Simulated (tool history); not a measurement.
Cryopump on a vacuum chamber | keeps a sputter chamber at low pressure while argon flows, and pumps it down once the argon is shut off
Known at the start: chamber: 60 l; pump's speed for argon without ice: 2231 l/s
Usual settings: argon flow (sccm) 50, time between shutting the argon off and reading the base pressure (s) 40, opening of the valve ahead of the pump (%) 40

run,hour,argon flow (sccm),time between shutting the argon off and reading the base pressure (s),opening of the valve ahead of the pump (%),pressure while argon flows (Pa),pressure after the wait (uPa)
1,0,50,40,40,0.1002,0.78
2,83.1,50,40,40,0.1009,0.84
3,153.9,50,40,40,0.1037,0.78
4,244.6,50,40,40,0.1037,0.83
5,332.9,50,40,40,0.1062,0.85
6,394.8,50,40,40,0.1063,0.83
# hour 466.8: leaking fittings of the chamber tightened, without venting
7,466.8,53,40,40,0.1135,0.7
# hour 480.3: pump warmed up, emptied and cooled again
8,543,50,40,40,0.0964,0.61
9,605.5,50,40,40,0.0962,0.63
10,674.6,50,40,40,0.0991,0.61
11,721.8,50,40,40,0.0996,0.63
12,800.8,50,40,40,0.0991,0.67
13,878,50,59,40,0.1002,0.49
14,976,50,59,40,0.1001,0.48
15,1058.4,50,59,40,0.1022,0.53
16,1111.8,50,30,40,0.1025,0.82
17,1176.3,50,30,40,0.1034,0.78
18,1251.3,50,30,40,0.1044,0.82
19,1349.7,50,30,40,0.1058,0.84
20,1398.1,25,231,40,0.0534,0.31
21,1488.2,25,231,40,0.0538,0.31
# hour 1509.6: pump warmed up, emptied and cooled again
22,1574.3,29,40,40,0.0558,0.69
23,1642.6,29,30,30,0.075,0.82
24,1691.5,29,69,39,0.057,0.5
25,1762.4,29,69,39,0.058,0.45
26,1851.6,50,35,40,0.0982,0.75
27,1906.2,44,144,40,0.0874,0.33
28,1961.6,44,144,40,0.089,0.34
29,2002.4,50,40,40,0.1002,0.68
30,2051.4,50,210,17,0.2291,0.35
31,2091.1,90,63,18,0.3911,0.53
32,2140.3,90,114,23,0.3098,0.44
33,2190,90,119,55,0.1399,0.43
34,2280.9,56,267,38,0.1226,0.35

Forecast each of these 4 alternatives for the next run:
A,2364.1,28,80,19,?,?
B,2364.1,56,267,20,?,?
C,2364.1,50,40,28,?,?
D,2364.1,50,40,59,?,?

run,pressure while argon flows (Pa),pressure after the wait (uPa)
A,0.1173,0.51
B,0.2249,0.33
C,0.1469,0.71
D,0.0757,0.74
Without the tool's hidden state the same runs would have given:
run,pressure while argon flows (Pa),pressure after the wait (uPa)
A,0.1112,0.37
B,0.2127,0.19
C,0.1359,0.58
D,0.0648,0.61
